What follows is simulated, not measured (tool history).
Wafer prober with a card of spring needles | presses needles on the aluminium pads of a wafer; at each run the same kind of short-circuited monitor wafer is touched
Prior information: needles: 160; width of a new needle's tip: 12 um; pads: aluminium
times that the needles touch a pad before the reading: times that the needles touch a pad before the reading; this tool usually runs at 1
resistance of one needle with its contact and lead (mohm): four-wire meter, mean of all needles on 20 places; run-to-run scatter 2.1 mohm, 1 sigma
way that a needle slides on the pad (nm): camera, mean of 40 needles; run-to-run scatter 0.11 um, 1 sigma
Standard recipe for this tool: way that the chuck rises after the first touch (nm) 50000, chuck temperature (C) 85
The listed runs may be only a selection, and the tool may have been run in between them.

| run | hour | way that the chuck rises after the first touch (nm) | chuck temperature (C) | times that the needles touch a pad before the reading | resistance of one needle with its contact and lead (mohm) | way that a needle slides on the pad (nm) |
|---|---|---|---|---|---|---|
| 1 | 0.0 | 50000 | 85 | 1 | 234 | 6000 |
|  | 5.2 | tips cleaned on abrasive film |
| 2 | 7.9 | 50000 | 85 | 1 | 270 | 5890 |
|  | 9.9 | tips cleaned on abrasive film |
|  | 14.5 | tips cleaned on abrasive film |
| 3 | 16.6 | 50000 | 85 | 1 | 264 | 5810 |
|  | 19.6 | tips cleaned on abrasive film |
| 4 | 22.0 | 45000 | 85 | 1 | 285 | 5040 |
|  | 24.7 | tips cleaned on abrasive film |
| 5 | 28.1 | 45000 | 83 | 1 | 285 | 5190 |
|  | 30.0 | tips cleaned on abrasive film |
| 6 | 33.7 | 45000 | 83 | 1 | 295 | 5230 |
|  | 35.4 | tips cleaned on abrasive film |
|  | 40.3 | tips cleaned on abrasive film |
| 7 | 41.6 | 50000 | 85 | 1 | 255 | 5630 |
|  | 45.3 | tips cleaned on abrasive film |
|  | 50.7 | tips cleaned on abrasive film |
| 8 | 52.4 | 53000 | 85 | 1 | 257 | 6230 |
|  | 55.3 | tips cleaned on abrasive film |
| 9 | 57.7 | 50000 | 91 | 1 | 269 | 5840 |
|  | 59.9 | tips cleaned on abrasive film |
|  | 64.5 | tips cleaned on abrasive film |
| 10 | 66.8 | 50000 | 85 | 1 | 273 | 5620 |
|  | 69.3 | tips cleaned on abrasive film |
|  | 73.9 | tips cleaned on abrasive film |
| 11 | 76.9 | 50000 | 85 | 1 | 278 | 5750 |
|  | 78.7 | tips cleaned on abrasive film |
|  | 83.6 | tips cleaned on abrasive film |
| 12 | 86.0 | 50000 | 85 | 1 | 274 | 5680 |
|  | 88.5 | tips cleaned on abrasive film |
| 13 | 90.9 | 50000 | 85 | 1 | 272 | 5470 |
|  | 92.0 | height of the first contact set anew |
|  | 93.9 | tips cleaned on abrasive film |
|  | 98.6 | tips cleaned on abrasive film |
| 14 | 100.8 | 50000 | 85 | 1 | 274 | 5400 |
|  | 103.2 | tips cleaned on abrasive film |
|  | 107.8 | tips cleaned on abrasive film |
| 15 | 108.5 | 50000 | 85 | 1 | 252 | 5380 |
|  | 112.7 | tips cleaned on abrasive film |
|  | 117.4 | tips cleaned on abrasive film |
| 16 | 118.5 | 50000 | 87 | 1 | 259 | 5390 |
|  | 122.5 | tips cleaned on abrasive film |
| 17 | 125.6 | 50000 | 87 | 1 | 295 | 5140 |
|  | 126.7 | height of the first contact set anew, once more |
|  | 128.2 | tips cleaned on abrasive film |
| 18 | 132.4 | 50000 | 87 | 1 | 288 | 5890 |
|  | 133.1 | tips cleaned on abrasive film |
|  | 137.7 | tips cleaned on abrasive film |
|  | 142.3 | tips cleaned on abrasive film |
| 19 | 142.3 | 43000 | 41 | 3 | 225 | 5060 |
|  | 147.3 | tips cleaned on abrasive film |
|  | 152.6 | tips cleaned on abrasive film |
| 20 | 152.8 | 43000 | 41 | 3 | 228 | 5000 |
|  | 157.4 | tips cleaned on abrasive film |
|  | 162.1 | tips cleaned on abrasive film |
| 21 | 163.6 | 30000 | 33 | 1 | 309 | 3340 |
|  | 167.5 | tips cleaned on abrasive film |
| 22 | 171.9 | 30000 | 33 | 1 | 408 | 3750 |
|  | 172.5 | tips cleaned on abrasive film |
|  | 177.6 | tips cleaned on abrasive film |
| 23 | 178.4 | 36000 | 30 | 1 | 259 | 4150 |
|  | 183.1 | tips cleaned on abrasive film |
| 24 | 183.4 | 36000 | 30 | 1 | 247 | 4220 |
|  | 188.3 | tips cleaned on abrasive film |
|  | 193.3 | tips cleaned on abrasive film |
| 25 | 193.9 | 36000 | 30 | 1 | 256 | 4280 |
|  | 198.4 | tips cleaned on abrasive film |
| 26 | 198.8 | 35000 | 54 | 2 | 252 | 3960 |
|  | 203.1 | tips cleaned on abrasive film |
| 27 | 203.2 | 35000 | 54 | 2 | 251 | 4160 |
|  | 207.9 | tips cleaned on abrasive film |
| 28 | 208.5 | 38000 | 62 | 2 | 253 | 4110 |
|  | 212.6 | tips cleaned on abrasive film |
|  | 217.6 | tips cleaned on abrasive film |
| 29 | 219.1 | 67000 | 104 | 1 | 247 | 7770 |
|  | 222.6 | tips cleaned on abrasive film |
| 30 | 226.1 | 67000 | 104 | 1 | 265 | 7800 |

Forecast each of these 5 alternatives for the next run:
|  | 227.7 | tips cleaned on abrasive film |
|  | 232.6 | tips cleaned on abrasive film |
| A | 236.4 | 43000 | 97 | 1 | ? | ? |
|  | 227.7 | tips cleaned on abrasive film |
|  | 232.6 | tips cleaned on abrasive film |
| B | 236.4 | 60000 | 85 | 1 | ? | ? |
|  | 227.7 | tips cleaned on abrasive film |
|  | 232.6 | tips cleaned on abrasive film |
| C | 236.4 | 67000 | 112 | 1 | ? | ? |
|  | 227.7 | tips cleaned on abrasive film |
|  | 232.6 | tips cleaned on abrasive film |
| D | 236.4 | 50000 | 29 | 1 | ? | ? |
|  | 227.7 | tips cleaned on abrasive film |
|  | 232.6 | tips cleaned on abrasive film |
| E | 236.4 | 63000 | 31 | 1 | ? | ? |

| run | resistance of one needle with its contact and lead (mohm) | way that a needle slides on the pad (nm) |
|---|---|---|
| A | 322 | 4960 |
| B | 270 | 6790 |
| C | 260 | 7750 |
| D | 283 | 5910 |
| E | 255 | 7480 |
What these runs would have given with no unlogged condition in the tool:
| run | resistance of one needle with its contact and lead (mohm) | way that a needle slides on the pad (nm) |
|---|---|---|
| A | 239 | 5240 |
| B | 225 | 7060 |
| C | 224 | 8020 |
| D | 215 | 6190 |
| E | 210 | 7750 |
